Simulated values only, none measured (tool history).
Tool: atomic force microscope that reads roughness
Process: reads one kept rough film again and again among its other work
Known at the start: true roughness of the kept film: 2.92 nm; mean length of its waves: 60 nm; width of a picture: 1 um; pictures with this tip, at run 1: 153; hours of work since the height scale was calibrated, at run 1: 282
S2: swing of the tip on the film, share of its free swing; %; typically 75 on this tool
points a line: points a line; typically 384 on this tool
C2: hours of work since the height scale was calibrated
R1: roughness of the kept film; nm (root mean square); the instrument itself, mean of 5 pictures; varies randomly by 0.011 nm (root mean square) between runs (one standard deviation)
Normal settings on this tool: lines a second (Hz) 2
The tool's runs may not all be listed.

Run 1, hour 0: usual settings; pictures with this tip 153; C2 282. Result: R1 2.451 nm (root mean square).
At hour 19.4: new tip fitted.
Run 2, hour 33.4: usual settings; pictures with this tip 20; C2 297. Result: R1 2.584 nm (root mean square).
Run 3, hour 57.1: usual settings; pictures with this tip 52; C2 308. Result: R1 2.547 nm (root mean square).
Run 4, hour 85.3: usual settings; pictures with this tip 91; C2 321. Result: R1 2.513 nm (root mean square).
Run 5, hour 114.8: usual settings; pictures with this tip 132; C2 334. Result: R1 2.476 nm (root mean square).
Run 6, hour 136: usual settings; pictures with this tip 161; C2 344. Result: R1 2.458 nm (root mean square).
At hour 147.1: new tip fitted.
Run 7, hour 168.7: usual settings but lines a second (Hz) 1.81; pictures with this tip 30; C2 358. Result: R1 2.589 nm (root mean square).
At hour 172.1: height scale calibrated on a step standard.
Run 8, hour 194.1: usual settings but lines a second (Hz) 1.09; pictures with this tip 63; C2 10. Result: R1 2.664 nm (root mean square).
Run 9, hour 221: usual settings but lines a second (Hz) 1.09, points a line 427; pictures with this tip 100; C2 22. Result: R1 2.618 nm (root mean square).
Run 10, hour 248.4: usual settings but lines a second (Hz) 1.35; pictures with this tip 138; C2 35. Result: R1 2.575 nm (root mean square).
Run 11, hour 274.8: usual settings but lines a second (Hz) 3.66, S2 55 %, points a line 642; pictures with this tip 175; C2 47. Result: R1 2.587 nm (root mean square).
At hour 278.5: new tip fitted.
Run 12, hour 302.6: usual settings but lines a second (Hz) 0.68, S2 57 %, points a line 402; pictures with this tip 34; C2 59. Result: R1 2.822 nm (root mean square).
Run 13, hour 338.2: usual settings but lines a second (Hz) 2.98, S2 70 %, points a line 518; pictures with this tip 83; C2 75. Result: R1 2.484 nm (root mean square).
Run 14, hour 367.6: usual settings but lines a second (Hz) 2.98, S2 70 %, points a line 518; pictures with this tip 123; C2 89. Result: R1 2.482 nm (root mean square).
Run 15, hour 390.9: usual settings but lines a second (Hz) 2.98, S2 70 %, points a line 518; pictures with this tip 155; C2 99. Result: R1 2.438 nm (root mean square).

Hidden condition of the tool, last listed run before each entry between runs versus first listed run after:
From run 1 to run 2: new tip fitted (hour 19.4)
  radius of the tip, nm: 23.6 -> 9.4; height scale over the true one, %: 0.7 -> 0.73
  measured minus no-state result, R1: -0.11 -> -0.001 nm (root mean square)
From run 6 to run 7: new tip fitted (hour 147.1)
  radius of the tip, nm: 24.8 -> 10.4; height scale over the true one, %: 0.83 -> 0.86
  measured minus no-state result, R1: -0.116 -> -0.006 nm (root mean square)
From run 7 to run 8: height scale calibrated on a step standard (hour 172.1)
  radius of the tip, nm: 10.4 -> 13.7; height scale over the true one, %: 0.86 -> 1.15
  measured minus no-state result, R1: -0.006 -> -0.025 nm (root mean square)
From run 11 to run 12: new tip fitted (hour 278.5)
  radius of the tip, nm: 26.2 -> 10.8; height scale over the true one, %: 1.24 -> 1.26
  measured minus no-state result, R1: -0.123 -> +0.002 nm (root mean square)
